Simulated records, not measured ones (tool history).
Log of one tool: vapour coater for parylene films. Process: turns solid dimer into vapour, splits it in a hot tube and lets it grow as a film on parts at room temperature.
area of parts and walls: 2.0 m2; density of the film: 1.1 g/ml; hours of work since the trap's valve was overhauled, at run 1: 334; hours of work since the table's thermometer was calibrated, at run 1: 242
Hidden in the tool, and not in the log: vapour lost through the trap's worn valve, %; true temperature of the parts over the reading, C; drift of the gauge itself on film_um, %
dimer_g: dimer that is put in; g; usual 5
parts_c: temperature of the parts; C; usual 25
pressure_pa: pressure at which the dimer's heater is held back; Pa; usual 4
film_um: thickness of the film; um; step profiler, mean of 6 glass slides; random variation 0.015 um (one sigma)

run,hour,dimer_g,parts_c,pressure_pa,hours of work since the trap's valve was overhauled,hours of work since the table's thermometer was calibrated,film_um
1,0,5,25,4,334,242,1.47
2,72.2,5,25,4,379,287,1.47
3,105.6,5,25,4,400,308,1.42
# hour 139.2: trap's valve overhauled
4,161.6,5,25,4,14,340,1.65
5,208.1,5,25,4,43,369,1.58
6,250.3,7,25,4,69,395,2.24
7,307.6,7,25,4,104,431,2.21
8,347.1,7,17,4,129,455,2.45
9,408.8,7,17,4,167,493,2.43
10,480.8,7,17,4,212,538,2.41
11,527.9,7,17,4,241,567,2.38
12,593.2,7,17,4,282,608,2.37
13,664.3,7,17,4,326,652,2.31
14,727,5,25,4.43,365,691,1.43
15,781,2,24,7.26,398,724,0.49
# hour 816.4: trap's valve overhauled
16,836.2,5,24,7.26,12,756,1.45

The next listed run, before its measurement:
17,900.8,8,17,11.88,52,796,?

{"run 17": {"film_um": 2.27}}
Without the tool's hidden state the same run would have given film_um 2.33 um.

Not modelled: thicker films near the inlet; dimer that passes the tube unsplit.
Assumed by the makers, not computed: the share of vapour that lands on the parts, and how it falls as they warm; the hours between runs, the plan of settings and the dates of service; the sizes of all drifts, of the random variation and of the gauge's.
